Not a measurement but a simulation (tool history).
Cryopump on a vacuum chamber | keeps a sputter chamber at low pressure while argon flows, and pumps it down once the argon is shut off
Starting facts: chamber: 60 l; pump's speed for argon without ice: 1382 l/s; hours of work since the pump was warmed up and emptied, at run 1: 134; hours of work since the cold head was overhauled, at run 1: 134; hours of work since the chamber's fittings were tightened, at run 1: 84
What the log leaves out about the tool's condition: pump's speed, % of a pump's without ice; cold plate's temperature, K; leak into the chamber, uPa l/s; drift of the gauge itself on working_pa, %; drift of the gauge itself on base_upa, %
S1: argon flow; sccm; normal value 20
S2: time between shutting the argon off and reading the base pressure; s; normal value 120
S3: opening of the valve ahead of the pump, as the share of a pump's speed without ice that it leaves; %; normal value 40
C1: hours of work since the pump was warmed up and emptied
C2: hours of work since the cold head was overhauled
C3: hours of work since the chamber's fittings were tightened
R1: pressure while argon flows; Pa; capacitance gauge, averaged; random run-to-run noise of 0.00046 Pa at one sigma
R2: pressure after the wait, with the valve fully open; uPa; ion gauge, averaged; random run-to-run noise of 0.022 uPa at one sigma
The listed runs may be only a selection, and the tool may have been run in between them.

{"run": 1, "hour": 0.0, "S1": 20, "S2": 120, "S3": 40, "C1": 134, "C2": 134, "C3": 84, "R1": 0.0626, "R2": 0.64}
{"run": 2, "hour": 31.5, "S1": 20, "S2": 120, "S3": 47, "C1": 152, "C2": 152, "C3": 102, "R1": 0.053, "R2": 0.7}
{"run": 3, "hour": 49.0, "S1": 20, "S2": 120, "S3": 47, "C1": 162, "C2": 162, "C3": 112, "R1": 0.0525, "R2": 0.67}
{"run": 4, "hour": 78.9, "S1": 20, "S2": 120, "S3": 40, "C1": 179, "C2": 179, "C3": 130, "R1": 0.0628, "R2": 0.69}
{"run": 5, "hour": 103.1, "S1": 20, "S2": 120, "S3": 40, "C1": 193, "C2": 193, "C3": 144, "R1": 0.0629, "R2": 0.7}
{"run": 6, "hour": 129.4, "S1": 20, "S2": 120, "S3": 40, "C1": 208, "C2": 208, "C3": 159, "R1": 0.0637, "R2": 0.71}
{"run": 7, "hour": 149.8, "S1": 20, "S2": 102, "S3": 40, "C1": 220, "C2": 220, "C3": 170, "R1": 0.0628, "R2": 0.81}
{"run": 8, "hour": 176.7, "S1": 20, "S2": 120, "S3": 15, "C1": 235, "C2": 235, "C3": 186, "R1": 0.1652, "R2": 0.74}
{"run": 9, "hour": 196.1, "S1": 15, "S2": 120, "S3": 15, "C1": 247, "C2": 247, "C3": 197, "R1": 0.1232, "R2": 0.76}
{"run": 10, "hour": 213.1, "S1": 15, "S2": 120, "S3": 15, "C1": 256, "C2": 256, "C3": 207, "R1": 0.1239, "R2": 0.74}
{"run": 11, "hour": 246.8, "S1": 20, "S2": 120, "S3": 37, "C1": 276, "C2": 276, "C3": 226, "R1": 0.068, "R2": 0.76}
{"run": 12, "hour": 263.5, "S1": 11, "S2": 130, "S3": 40, "C1": 286, "C2": 286, "C3": 236, "R1": 0.0338, "R2": 0.72}
{"run": 13, "hour": 295.9, "S1": 11, "S2": 120, "S3": 26, "C1": 304, "C2": 304, "C3": 255, "R1": 0.0523, "R2": 0.8}
{"run": 14, "hour": 315.2, "S1": 27, "S2": 26, "S3": 22, "C1": 315, "C2": 315, "C3": 266, "R1": 0.1523, "R2": 2.08}
{"run": 15, "hour": 333.4, "S1": 27, "S2": 26, "S3": 22, "C1": 326, "C2": 326, "C3": 276, "R1": 0.1539, "R2": 2.14}
{"run": 16, "hour": 366.7, "S1": 18, "S2": 47, "S3": 33, "C1": 345, "C2": 345, "C3": 296, "R1": 0.0696, "R2": 1.45}
{"run": 17, "hour": 397.9, "S1": 23, "S2": 120, "S3": 36, "C1": 363, "C2": 363, "C3": 314, "R1": 0.082, "R2": 0.81}
{"run": 18, "hour": 425.9, "S1": 23, "S2": 120, "S3": 36, "C1": 379, "C2": 379, "C3": 330, "R1": 0.0814, "R2": 0.83}
{"run": 19, "hour": 454.7, "S1": 23, "S2": 120, "S3": 36, "C1": 396, "C2": 396, "C3": 346, "R1": 0.082, "R2": 0.79}

Results for each run, recomputed without the tool's hidden state and with each run's random variation untouched:
run=1 R1=0.0616 R2=0.56
run=2 R1=0.0519 R2=0.61
run=3 R1=0.0513 R2=0.58
run=4 R1=0.0615 R2=0.59
run=5 R1=0.0615 R2=0.59
run=6 R1=0.0622 R2=0.58
run=7 R1=0.0613 R2=0.68
run=8 R1=0.1635 R2=0.6
run=9 R1=0.1219 R2=0.62
run=10 R1=0.1226 R2=0.59
run=11 R1=0.066 R2=0.59
run=12 R1=0.0327 R2=0.55
run=13 R1=0.0511 R2=0.62
run=14 R1=0.1493 R2=1.89
run=15 R1=0.1508 R2=1.95
run=16 R1=0.0674 R2=1.23
run=17 R1=0.079 R2=0.59
run=18 R1=0.0783 R2=0.59
run=19 R1=0.0787 R2=0.56
